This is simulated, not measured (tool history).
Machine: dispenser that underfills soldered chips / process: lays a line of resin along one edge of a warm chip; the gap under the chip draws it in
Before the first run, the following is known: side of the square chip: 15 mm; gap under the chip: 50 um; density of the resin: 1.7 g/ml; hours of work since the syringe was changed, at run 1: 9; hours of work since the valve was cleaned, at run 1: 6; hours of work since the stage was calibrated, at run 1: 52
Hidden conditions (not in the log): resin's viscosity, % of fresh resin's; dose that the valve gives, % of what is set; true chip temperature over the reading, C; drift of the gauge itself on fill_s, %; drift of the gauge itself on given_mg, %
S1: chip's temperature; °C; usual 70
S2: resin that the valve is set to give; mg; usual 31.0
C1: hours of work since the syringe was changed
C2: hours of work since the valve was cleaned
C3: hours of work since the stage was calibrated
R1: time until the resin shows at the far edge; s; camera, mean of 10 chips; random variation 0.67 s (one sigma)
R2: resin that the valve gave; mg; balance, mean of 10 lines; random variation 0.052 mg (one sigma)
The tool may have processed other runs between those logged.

run,day,S1,S2,C1,C2,C3,R1,R2
1,0.000,70,31.0,9,6,52,113.2,30.90
2,0.121,70,31.0,11,8,53,127.8,30.90
# day 0.146: new syringe of resin
3,0.312,70,31.0,2,11,56,73.3,30.94
4,0.538,70,31.0,6,14,59,93.3,30.82
5,0.683,70,31.0,8,16,62,105.6,30.77
6,0.825,70,31.0,10,18,64,122.6,30.85
# day 0.892: new syringe of resin
7,1.046,70,31.0,2,21,67,70.5,30.84
8,1.258,70,31.0,5,24,70,90.0,30.80
9,1.362,70,27.9,7,26,71,100.5,27.69
10,1.604,70,27.9,11,30,75,126.3,27.64
# day 1.629: new syringe of resin
11,1.721,70,27.9,1,31,77,68.6,27.59
12,1.917,59,27.9,4,34,80,153.3,27.56
13,2.154,59,28.5,8,38,83,199.3,28.15
14,2.342,59,28.5,11,40,86,234.6,28.22
# day 2.367: new syringe of resin
15,2.571,59,28.5,3,44,89,142.3,28.10
# day 2.633: dispensing valve cleaned and set on the balance
16,2.838,59,28.5,6,3,92,178.2,28.46
17,3.004,77,28.8,9,6,95,76.8,28.72
# day 3.146: new syringe of resin
18,3.238,77,28.8,1,9,98,47.9,28.64
19,3.367,67,27.8,3,11,100,94.0,27.69
20,3.538,81,39.7,6,13,103,51.6,39.38
21,3.721,59,28.4,9,16,105,209.1,28.15
# day 3.892: new syringe of resin
22,3.954,73,31.5,1,19,109,55.6,31.32
23,4.179,73,31.5,4,23,112,70.7,31.21
24,4.325,76,26.6,6,25,114,70.8,26.28
25,4.492,84,40.3,9,27,116,53.9,39.92
# day 4.633: new syringe of resin
26,4.696,61,34.1,1,30,119,111.1,33.72
27,4.867,57,30.5,3,33,122,164.7,30.07
28,5.096,57,30.5,7,36,125,208.3,30.05
29,5.279,57,30.5,10,39,128,248.6,30.13

Per-run results on a tool with no hidden state, each run keeping its own random variation:
run,R1,R2
1,59.8,30.95
2,59.9,30.97
3,60.7,31.04
4,61.3,30.96
5,59.9,30.93
6,60.1,31.03
7,59.5,31.05
8,61.4,31.05
9,61.6,27.93
10,60.7,27.91
11,61.4,27.87
12,112.1,27.87
13,114.7,28.49
14,111.7,28.59
15,113.6,28.50
16,113.6,28.56
17,41.4,28.84
18,42.3,28.79
19,72.8,27.85
20,33.7,39.65
21,113.2,28.37
22,50.4,31.60
23,51.2,31.52
24,44.2,26.56
25,28.5,40.38
26,100.3,34.14
27,125.2,30.48
28,125.6,30.48
29,124.3,30.59
